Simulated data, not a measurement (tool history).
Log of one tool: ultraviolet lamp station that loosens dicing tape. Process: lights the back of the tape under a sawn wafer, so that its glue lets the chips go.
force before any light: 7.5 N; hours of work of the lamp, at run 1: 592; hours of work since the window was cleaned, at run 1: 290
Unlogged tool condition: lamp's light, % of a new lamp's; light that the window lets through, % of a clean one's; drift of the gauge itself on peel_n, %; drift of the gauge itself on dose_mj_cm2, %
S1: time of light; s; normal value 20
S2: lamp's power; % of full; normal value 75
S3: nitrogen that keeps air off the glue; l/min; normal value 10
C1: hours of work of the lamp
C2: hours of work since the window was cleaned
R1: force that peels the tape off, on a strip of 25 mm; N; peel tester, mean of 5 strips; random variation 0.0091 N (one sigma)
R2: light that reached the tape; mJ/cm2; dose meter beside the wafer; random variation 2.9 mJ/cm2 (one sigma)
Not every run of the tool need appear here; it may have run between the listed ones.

run,hour,S1,S2,S3,C1,C2,R1,R2
1,0.0,20,75,10,592,290,0.741,317
2,45.6,20,94,10,623,321,0.449,394
3,64.5,20,94,10,635,334,0.456,387
4,96.9,20,94,10,658,356,0.469,379
5,134.9,20,84,10,683,382,0.645,335
6,180.4,20,75,10,714,413,0.824,292
7,214.6,20,75,10,738,436,0.894,288
8,239.4,20,81,10,755,453,0.774,308
9,258.2,20,78,10,767,466,0.810,298
10,300.1,20,75,10,796,495,0.916,277
11,343.9,20,75,10,826,524,0.980,267
12,368.4,20,75,10,842,541,0.988,273
# hour 385.6: window cleaned of glue's vapour
13,394.4,20,75,10,860,6,0.756,305
14,439.9,20,75,10,891,37,0.782,300
15,460.4,20,75,10,905,51,0.816,295
16,496.7,20,77,10,929,76,0.787,300
17,518.0,20,77,10,944,90,0.824,304
18,552.0,20,75,10,967,113,0.880,285
19,579.3,20,75,10,985,132,0.907,285
20,600.9,20,66,10,1000,147,1.175,244
21,623.5,20,70,10,1015,162,1.032,259
22,664.5,12,70,10,1043,190,2.353,153
23,707.1,10,75,6,1072,219,3.224,132
24,740.2,10,68,6,1095,241,3.317,121
25,786.8,11,63,16,1127,273,2.707,122
26,810.3,11,63,16,1143,289,2.778,121
27,841.0,18,75,5,1163,310,1.770,222
28,859.8,39,75,4,1176,323,0.527,480
29,895.9,20,79,7,1201,347,1.339,253
30,941.5,25,85,9,1232,378,0.681,339
31,962.5,25,85,9,1246,393,0.680,334
32,986.1,10,75,10,1262,409,3.034,115
33,1013.5,10,75,10,1281,427,3.077,111
34,1049.8,14,93,4,1306,452,2.531,192
35,1070.2,24,66,9,1319,466,1.398,236
36,1093.0,33,81,18,1335,481,0.313,388
37,1116.5,24,81,8,1351,497,1.078,283
38,1137.9,24,81,8,1366,512,1.072,274
39,1165.5,24,81,8,1384,531,1.128,271
# hour 1200.7: lamp changed
# hour 1201.2: window cleaned of glue's vapour
40,1212.6,20,75,4,8,8,0.755,406
41,1256.0,11,89,10,37,37,1.089,261
42,1288.5,13,75,16,59,59,0.844,259

Below, each run's measurement less what the same run would have read without the hidden state. Both values contain the same run-to-run variation, but the gauge's scatter may not be the same in both:
run,R1,R2
1,+0.347,-101
2,+0.231,-135
3,+0.241,-136
4,+0.254,-143
5,+0.352,-133
6,+0.459,-125
7,+0.499,-128
8,+0.458,-142
9,+0.481,-139
10,+0.547,-140
11,+0.596,-144
12,+0.609,-148
13,+0.382,-109
14,+0.407,-115
15,+0.435,-118
16,+0.431,-127
17,+0.466,-129
18,+0.499,-130
19,+0.530,-134
20,+0.660,-121
21,+0.602,-132
22,+1.063,-81
23,+1.238,-76
24,+1.210,-70
25,+1.250,-74
26,+1.298,-75
27,+1.030,-152
28,+0.371,-332
29,+0.907,-184
30,+0.504,-260
31,+0.506,-261
32,+1.521,-93
33,+1.558,-94
34,+1.530,-168
35,+1.028,-207
36,+0.213,-353
37,+0.827,-262
38,+0.834,-264
39,+0.881,-268
40,+0.033,-8
41,+0.074,-10
42,+0.082,-13

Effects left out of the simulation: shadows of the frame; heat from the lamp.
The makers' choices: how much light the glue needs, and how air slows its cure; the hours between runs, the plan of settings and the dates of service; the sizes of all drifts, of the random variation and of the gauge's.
